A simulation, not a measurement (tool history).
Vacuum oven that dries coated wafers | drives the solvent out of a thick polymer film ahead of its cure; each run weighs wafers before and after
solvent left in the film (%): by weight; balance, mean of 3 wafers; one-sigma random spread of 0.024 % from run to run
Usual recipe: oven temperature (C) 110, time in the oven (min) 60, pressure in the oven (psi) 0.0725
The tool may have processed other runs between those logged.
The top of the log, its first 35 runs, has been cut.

run,hour,oven temperature (C),time in the oven (min),pressure in the oven (psi),solvent left in the film (%)
36,347.7,112,69,0.0505,0.47
37,360,112,64,0.2785,1.15
38,366.6,114,47,0.2219,1.22
39,379.1,114,36,0.2219,1.82
40,384.7,110,60,0.284,1.48
41,397,102,37,0.0725,3.89
42,406.5,98,52,0.1363,3.71
43,416.4,98,52,0.1363,3.72
44,428.5,98,52,0.1363,3.76
45,441.8,108,52,0.0692,1.49
46,452.7,110,82,0.048,0.43
47,463.1,110,107,0.1743,0.6
48,475.8,112,39,0.1002,1.68

Below are 3 alternative next runs, each starting from the tool's condition after run 48. Predict each:
A,481.5,124,56,0.0368,?
B,481.5,110,31,0.0529,?
C,481.5,110,30,0.0725,?

run,solvent left in the film (%)
A,0.13
B,2.63
C,2.79
What these runs would have given with no unlogged condition in the tool:
run,solvent left in the film (%)
A,0.11
B,2.75
C,2.91

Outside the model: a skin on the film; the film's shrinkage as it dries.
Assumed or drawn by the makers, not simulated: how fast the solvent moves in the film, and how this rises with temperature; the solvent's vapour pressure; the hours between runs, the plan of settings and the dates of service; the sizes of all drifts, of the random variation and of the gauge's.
